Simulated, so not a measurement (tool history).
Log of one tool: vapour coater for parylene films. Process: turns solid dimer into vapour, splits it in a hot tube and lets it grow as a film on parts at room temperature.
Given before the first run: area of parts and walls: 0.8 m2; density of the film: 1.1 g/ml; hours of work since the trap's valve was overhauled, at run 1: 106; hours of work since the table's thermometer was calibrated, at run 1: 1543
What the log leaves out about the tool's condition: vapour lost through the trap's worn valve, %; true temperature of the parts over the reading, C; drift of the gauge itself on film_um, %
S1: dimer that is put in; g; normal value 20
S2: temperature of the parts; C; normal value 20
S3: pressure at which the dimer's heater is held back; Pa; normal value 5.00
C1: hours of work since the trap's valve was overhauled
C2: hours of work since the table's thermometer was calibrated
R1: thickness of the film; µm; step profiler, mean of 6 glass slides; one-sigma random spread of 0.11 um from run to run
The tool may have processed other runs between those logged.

run 1 hour=0.0 | S1=20 S2=20 S3=5.00 | C1=106 C2=1543 | R1=16.23
run 2 hour=51.0 | S1=20 S2=20 S3=2.95 | C1=137 C2=1574 | R1=17.29
run 3 hour=114.4 | S1=20 S2=20 S3=5.00 | C1=176 C2=1613 | R1=16.01
run 4 hour=165.9 | S1=20 S2=20 S3=5.00 | C1=207 C2=1645 | R1=15.90
run 5 hour=216.3 | S1=20 S2=20 S3=5.00 | C1=238 C2=1675 | R1=15.83
run 6 hour=268.7 | S1=20 S2=24 S3=5.00 | C1=270 C2=1707 | R1=14.00
run 7 hour=320.4 | S1=20 S2=30 S3=5.00 | C1=302 C2=1739 | R1=11.69
run 8 hour=353.6 | S1=20 S2=20 S3=5.00 | C1=322 C2=1759 | R1=15.46
run 9 hour=399.6 | S1=29 S2=20 S3=5.00 | C1=350 C2=1787 | R1=22.66
run 10 hour=439.7 | S1=29 S2=20 S3=5.00 | C1=374 C2=1811 | R1=22.22
run 11 hour=469.7 | S1=11 S2=20 S3=5.00 | C1=393 C2=1830 | R1=8.48
run 12 hour=512.3 | S1=11 S2=20 S3=5.00 | C1=419 C2=1856 | R1=8.52
run 13 hour=554.7 | S1=11 S2=20 S3=5.00 | C1=444 C2=1882 | R1=8.28
run 14 hour=587.3 | S1=11 S2=20 S3=5.00 | C1=464 C2=1901 | R1=8.27
run 15 hour=628.5 | S1=11 S2=20 S3=5.00 | C1=489 C2=1926 | R1=8.32
run 16 hour=679.6 | S1=11 S2=20 S3=5.00 | C1=521 C2=1958 | R1=8.18
run 17 hour=723.4 | S1=20 S2=20 S3=5.00 | C1=547 C2=1984 | R1=14.96
run 18 hour=763.6 | S1=20 S2=20 S3=5.00 | C1=572 C2=2009 | R1=14.94
-- hour=804.0 trap's valve overhauled
run 19 hour=822.7 | S1=20 S2=20 S3=5.00 | C1=11 C2=2042 | R1=16.51
run 20 hour=860.6 | S1=9 S2=20 S3=5.00 | C1=34 C2=2066 | R1=7.37
run 21 hour=933.9 | S1=20 S2=20 S3=2.06 | C1=79 C2=2110 | R1=18.75
run 22 hour=987.5 | S1=20 S2=20 S3=7.89 | C1=112 C2=2143 | R1=15.36
run 23 hour=1047.2 | S1=20 S2=20 S3=7.89 | C1=148 C2=2179 | R1=15.17
run 24 hour=1116.1 | S1=20 S2=20 S3=7.89 | C1=190 C2=2221 | R1=15.11
-- hour=1132.0 table's thermometer calibrated
run 25 hour=1151.6 | S1=20 S2=20 S3=9.57 | C1=211 C2=12 | R1=14.47
run 26 hour=1183.2 | S1=20 S2=20 S3=9.57 | C1=231 C2=31 | R1=14.48
run 27 hour=1214.1 | S1=20 S2=27 S3=5.03 | C1=249 C2=50 | R1=12.88
run 28 hour=1252.8 | S1=20 S2=27 S3=5.03 | C1=273 C2=74 | R1=12.84
run 29 hour=1297.4 | S1=20 S2=20 S3=7.39 | C1=300 C2=101 | R1=14.86
run 30 hour=1335.1 | S1=20 S2=20 S3=7.39 | C1=323 C2=124 | R1=14.70
run 31 hour=1381.7 | S1=12 S2=20 S3=5.00 | C1=352 C2=152 | R1=9.36
run 32 hour=1441.7 | S1=12 S2=20 S3=5.00 | C1=388 C2=189 | R1=9.23
run 33 hour=1502.3 | S1=26 S2=20 S3=7.68 | C1=425 C2=226 | R1=18.48

What does the tool deliver on the next run?
run 34 hour=1552.9 | S1=20 S2=15 S3=6.78 | C1=456 C2=257 | R1=?

{"run 34": {"R1": 16.69}}
With the hidden condition absent and the run-to-run variation left alone, this run would have shown R1 18.13 µm.
